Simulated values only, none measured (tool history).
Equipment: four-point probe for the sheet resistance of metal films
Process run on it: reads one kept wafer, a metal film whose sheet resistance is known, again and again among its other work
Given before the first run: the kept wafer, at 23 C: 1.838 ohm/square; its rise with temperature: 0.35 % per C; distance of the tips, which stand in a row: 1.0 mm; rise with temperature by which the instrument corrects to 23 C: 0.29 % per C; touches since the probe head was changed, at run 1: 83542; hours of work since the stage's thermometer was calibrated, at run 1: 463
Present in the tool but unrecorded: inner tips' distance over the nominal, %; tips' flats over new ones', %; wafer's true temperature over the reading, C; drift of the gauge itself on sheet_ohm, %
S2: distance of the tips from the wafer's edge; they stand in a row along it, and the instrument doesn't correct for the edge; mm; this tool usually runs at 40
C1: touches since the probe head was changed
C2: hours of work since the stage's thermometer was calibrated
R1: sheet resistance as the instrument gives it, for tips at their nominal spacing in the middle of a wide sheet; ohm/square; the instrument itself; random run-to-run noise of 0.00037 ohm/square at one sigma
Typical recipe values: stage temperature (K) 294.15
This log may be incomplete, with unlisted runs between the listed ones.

Run 1, hour 0: usual settings; C1 83542; C2 463. Result: R1 1.846647 ohm/square.
Run 2, hour 44.3: usual settings; C1 85660; C2 488. Result: R1 1.846884 ohm/square.
Run 3, hour 106.8: usual settings but S2 24 mm; C1 88647; C2 524. Result: R1 1.847933 ohm/square.
Run 4, hour 182.9: usual settings but S2 24 mm; C1 92284; C2 568. Result: R1 1.848877 ohm/square.
Run 5, hour 255.6: usual settings but S2 24 mm; C1 95763; C2 610. Result: R1 1.848999 ohm/square.
Run 6, hour 329.4: usual settings but S2 24 mm; C1 99290; C2 653. Result: R1 1.849136 ohm/square.
Run 7, hour 392.2: usual settings but S2 24 mm; C1 102293; C2 689. Result: R1 1.849787 ohm/square.
Run 8, hour 470.5: usual settings but S2 24 mm; C1 106036; C2 734. Result: R1 1.850625 ohm/square.
Run 9, hour 529.6: usual settings but stage temperature (K) 297.15; C1 108860; C2 768. Result: R1 1.853016 ohm/square.
Run 10, hour 571.1: usual settings but stage temperature (K) 297.15; C1 110845; C2 792. Result: R1 1.852161 ohm/square.
Run 11, hour 657.7: usual settings but stage temperature (K) 297.15; C1 114985; C2 842. Result: R1 1.853246 ohm/square.
Run 12, hour 699.1: usual settings but stage temperature (K) 306.15; C1 116964; C2 866. Result: R1 1.862952 ohm/square.
Run 13, hour 740.5: usual settings but stage temperature (K) 306.15; C1 118947; C2 890. Result: R1 1.864064 ohm/square.
Run 14, hour 777: usual settings; C1 120690; C2 911. Result: R1 1.850254 ohm/square.
Run 15, hour 863.5: usual settings; C1 124825; C2 961. Result: R1 1.85157 ohm/square.
Run 16, hour 945.4: usual settings; C1 128740; C2 1008. Result: R1 1.851321 ohm/square.
Run 17, hour 1029.1: usual settings but stage temperature (K) 300.15; C1 132740; C2 1056. Result: R1 1.858496 ohm/square.
Run 18, hour 1114.2: usual settings; C1 136811; C2 1105. Result: R1 1.851514 ohm/square.
Run 19, hour 1166.6: usual settings; C1 139316; C2 1135. Result: R1 1.851811 ohm/square.
Run 20, hour 1252.8: usual settings; C1 143438; C2 1185. Result: R1 1.853588 ohm/square.
Run 21, hour 1329.1: usual settings; C1 147084; C2 1229. Result: R1 1.853496 ohm/square.
Run 22, hour 1405: usual settings; C1 150714; C2 1273. Result: R1 1.853498 ohm/square.
At hour 1421.3: new probe head fitted.
Run 23, hour 1442.2: usual settings; C1 1000; C2 1294. Result: R1 1.828956 ohm/square.
Run 24, hour 1492.8: usual settings but S2 47 mm; C1 3422; C2 1323. Result: R1 1.829461 ohm/square.
Run 25, hour 1579.9: usual settings but stage temperature (K) 300.15, S2 44 mm; C1 7583; C2 1373. Result: R1 1.836429 ohm/square.
Run 26, hour 1633.4: usual settings but stage temperature (K) 300.15, S2 28 mm; C1 10143; C2 1404. Result: R1 1.837303 ohm/square.
Run 27, hour 1676.6: usual settings but stage temperature (K) 295.15, S2 4 mm; C1 12208; C2 1429. Result: R1 1.8908 ohm/square.
Run 28, hour 1753.4: usual settings but stage temperature (K) 295.15, S2 4 mm; C1 15881; C2 1473. Result: R1 1.890716 ohm/square.
Run 29, hour 1833.7: usual settings but stage temperature (K) 291.15, S2 4 mm; C1 19719; C2 1520. Result: R1 1.888177 ohm/square.
Run 30, hour 1884.9: usual settings but stage temperature (K) 307.15, S2 26 mm; C1 22163; C2 1549. Result: R1 1.847008 ohm/square.
Run 31, hour 1971.7: usual settings but S2 23 mm; C1 26317; C2 1599. Result: R1 1.833305 ohm/square.
Run 32, hour 2028.5: usual settings but stage temperature (K) 303.15, S2 4 mm; C1 29029; C2 1632. Result: R1 1.901883 ohm/square.
Run 33, hour 2092.6: usual settings but stage temperature (K) 300.15, S2 4 mm; C1 32096; C2 1669. Result: R1 1.898824 ohm/square.
Run 34, hour 2146.4: usual settings but stage temperature (K) 300.15, S2 4 mm; C1 34667; C2 1700. Result: R1 1.898249 ohm/square.
Run 35, hour 2184.2: usual settings but stage temperature (K) 301.15, S2 26 mm; C1 36476; C2 1722. Result: R1 1.842733 ohm/square.
Run 36, hour 2227.9: usual settings but stage temperature (K) 305.15, S2 43 mm; C1 38565; C2 1747. Result: R1 1.844997 ohm/square.
Run 37, hour 2297.9: usual settings but stage temperature (K) 296.15, S2 4 mm; C1 41910; C2 1787. Result: R1 1.895113 ohm/square.
Run 38, hour 2377.4: usual settings but stage temperature (K) 296.15, S2 4 mm; C1 45711; C2 1833. Result: R1 1.89561 ohm/square.
Run 39, hour 2448.4: usual settings but stage temperature (K) 296.15, S2 4 mm; C1 49105; C2 1874. Result: R1 1.895911 ohm/square.
Run 40, hour 2516.9: usual settings but S2 51 mm; C1 52382; C2 1914. Result: R1 1.835318 ohm/square.
Run 41, hour 2564.1: usual settings but S2 51 mm; C1 54638; C2 1941. Result: R1 1.834951 ohm/square.
Run 42, hour 2643.4: usual settings but S2 51 mm; C1 58431; C2 1987. Result: R1 1.83561 ohm/square.
Run 43, hour 2727.6: usual settings but stage temperature (K) 300.15, S2 26 mm; C1 62452; C2 2035. Result: R1 1.843529 ohm/square.
Run 44, hour 2769.1: usual settings but stage temperature (K) 302.15, S2 6 mm; C1 64437; C2 2059. Result: R1 1.872277 ohm/square.
Run 45, hour 2855.3: usual settings but stage temperature (K) 297.15, S2 72 mm; C1 68559; C2 2109. Result: R1 1.839642 ohm/square.
Run 46, hour 2930.4: usual settings but stage temperature (K) 297.15, S2 72 mm; C1 72148; C2 2152. Result: R1 1.840911 ohm/square.

Consider 3 possible next runs. They are alternatives, not a sequence: every one starts from the tool as it was left by run 46. What does each give?
Run A, hour 3011.8: usual settings but stage temperature (K) 297.15, S2 43 mm; C1 76040; C2 2199. Result: R1 ?.
Run B, hour 3011.8: usual settings but stage temperature (K) 292.15, S2 8 mm; C1 76040; C2 2199. Result: R1 ?.
Run C, hour 3011.8: usual settings but S2 72 mm; C1 76040; C2 2199. Result: R1 ?.

run        R1
  A  1.840954
  B   1.85063
  C  1.837172
With the hidden condition removed and each run's random variation left untouched, the same runs would have given:
run        R1
  A  1.839604
  B  1.849342
  C  1.835863
